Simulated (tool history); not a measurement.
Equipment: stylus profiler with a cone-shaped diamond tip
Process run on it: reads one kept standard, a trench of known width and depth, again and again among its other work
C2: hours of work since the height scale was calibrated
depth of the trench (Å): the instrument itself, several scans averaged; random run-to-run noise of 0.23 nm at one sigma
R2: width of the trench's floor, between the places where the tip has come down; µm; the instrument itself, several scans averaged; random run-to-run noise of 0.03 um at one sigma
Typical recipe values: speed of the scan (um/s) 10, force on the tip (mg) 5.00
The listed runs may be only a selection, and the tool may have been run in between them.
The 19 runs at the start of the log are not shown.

Run 20, day 85.254: usual settings; scans with this tip 20858; C2 1058. Result: depth of the trench (Å) 10089.7, R2 25.60 µm.
Run 21, day 89.621: usual settings; scans with this tip 21169; C2 1102. Result: depth of the trench (Å) 10090.4, R2 25.61 µm.
Run 22, day 94.588: usual settings but force on the tip (mg) 11.59; scans with this tip 21522; C2 1151. Result: depth of the trench (Å) 10169.6, R2 25.57 µm.
Run 23, day 100.096: usual settings but force on the tip (mg) 11.59; scans with this tip 21914; C2 1205. Result: depth of the trench (Å) 10170.1, R2 25.58 µm.
Run 24, day 104.262: usual settings but speed of the scan (um/s) 3, force on the tip (mg) 2.82; scans with this tip 22210; C2 1247. Result: depth of the trench (Å) 10052.2, R2 25.58 µm.
Run 25, day 109.375: usual settings but speed of the scan (um/s) 3, force on the tip (mg) 3.36; scans with this tip 22574; C2 1297. Result: depth of the trench (Å) 10059.4, R2 25.53 µm.
Run 26, day 113.725: usual settings but speed of the scan (um/s) 3, force on the tip (mg) 3.36; scans with this tip 22884; C2 1340. Result: depth of the trench (Å) 10059.2, R2 25.56 µm.
Run 27, day 118.233: usual settings but speed of the scan (um/s) 4, force on the tip (mg) 3.36; scans with this tip 23204; C2 1385. Result: depth of the trench (Å) 10055.3, R2 25.52 µm.
Run 28, day 123.479: usual settings but speed of the scan (um/s) 3, force on the tip (mg) 10.43; scans with this tip 23577; C2 1437. Result: depth of the trench (Å) 10149.1, R2 25.57 µm.
Run 29, day 127.896: usual settings but speed of the scan (um/s) 3, force on the tip (mg) 10.43; scans with this tip 23892; C2 1481. Result: depth of the trench (Å) 10148.3, R2 25.53 µm.
Run 30, day 134.021: usual settings but speed of the scan (um/s) 3, force on the tip (mg) 10.43; scans with this tip 24327; C2 1541. Result: depth of the trench (Å) 10147.8, R2 25.52 µm.
Run 31, day 138.892: usual settings but speed of the scan (um/s) 2, force on the tip (mg) 5.01; scans with this tip 24674; C2 1590. Result: depth of the trench (Å) 10084.4, R2 25.51 µm.
Run 32, day 141.688: usual settings but force on the tip (mg) 12.18; scans with this tip 24873; C2 1617. Result: depth of the trench (Å) 10165.9, R2 25.48 µm.
Run 33, day 145.912: usual settings but speed of the scan (um/s) 3, force on the tip (mg) 7.05; scans with this tip 25173; C2 1659. Result: depth of the trench (Å) 10106.5, R2 25.43 µm.
Run 34, day 150.604: usual settings but speed of the scan (um/s) 3, force on the tip (mg) 7.68; scans with this tip 25507; C2 1706. Result: depth of the trench (Å) 10111.7, R2 25.45 µm.

Expected results for the next run?
Run 35, day 153.283: usual settings but speed of the scan (um/s) 7, force on the tip (mg) 6.84; scans with this tip 25697; C2 1732. Result: depth of the trench (Å) ?, R2 ?.

depth of the trench (Å): 10103.9
R2: 25.45 µm
Were there no unlogged condition in the tool, this run, its random variation unchanged, would have produced depth of the trench (Å) 10134.5, R2 26.53 µm.
